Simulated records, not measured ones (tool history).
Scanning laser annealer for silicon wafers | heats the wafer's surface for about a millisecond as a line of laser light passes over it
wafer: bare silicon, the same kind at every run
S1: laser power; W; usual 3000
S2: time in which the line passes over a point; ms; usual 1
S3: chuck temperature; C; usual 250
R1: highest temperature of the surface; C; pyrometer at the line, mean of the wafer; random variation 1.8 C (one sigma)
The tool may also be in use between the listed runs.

| run | hour | S1 | S2 | S3 | R1 |
|---|---|---|---|---|---|
| 1 | 0 | 3000 | 1 | 250 | 981 |
| 2 | 17.2 | 3000 | 1 | 250 | 983 |
| 3 | 34.7 | 3000 | 1 | 255 | 986 |
| 4 | 44.4 | 3000 | 1 | 250 | 975 |
| 5 | 60.2 | 3000 | 1 | 250 | 977 |
| 6 | 71.7 | 3000 | 1 | 216 | 944 |
| 7 | 85.3 | 3000 | 1 | 216 | 942 |
| 8 | 99.4 | 2580 | 1 | 250 | 867 |
| 9 | 109.9 | 2580 | 1 | 250 | 866 |
| 10 | 122.8 | 2580 | 1 | 250 | 868 |
| 11 | 138.5 | 2580 | 1 | 250 | 866 |
| 12 | 154.7 | 3284 | 0.95 | 264 | 1038 |
| 13 | 164.2 | 3284 | 0.95 | 264 | 1038 |
|  | 181.7 | optics aligned, line set to its width |
| 14 | 182.9 | 3134 | 1.12 | 252 | 1055 |
| 15 | 190.7 | 3040 | 0.78 | 256 | 894 |
| 16 | 208.5 | 3040 | 1.12 | 256 | 1032 |
| 17 | 224.4 | 3040 | 1.12 | 256 | 1024 |
|  | 234.2 | optics aligned, line set to its width, once more |
| 18 | 236.6 | 3040 | 1.12 | 256 | 1044 |
| 19 | 252.5 | 3000 | 0.73 | 214 | 829 |
| 20 | 264.2 | 3000 | 0.73 | 214 | 825 |
| 21 | 276.4 | 3000 | 0.73 | 214 | 830 |
| 22 | 294 | 3000 | 0.73 | 214 | 826 |

Some steps in R1 between neighbouring runs. How much of each would the tool show without its hidden state too (settings, what came in, random variation), and how much is left for the hidden state, with any gauge scatter that isn't in both results?
The hidden state here: light that passes the window, % of a clean one's; laser's true power over the reading, %; width of the line over the set one, %; drift of the gauge itself on peak_c, C.
Run 11 -> 12: S1 2580 -> 3284, S2 1 -> 0.95, S3 250 -> 264. R1 +172 C: hidden state -7, all else +179.
Run 17 -> 18: optics aligned, line set to its width, once more. R1 +20 C: hidden state +15, all else +5.
Run 18 -> 19: S1 3040 -> 3000, S2 1.12 -> 0.73, S3 256 -> 214. R1 -215 C: hidden state +5, all else -220.
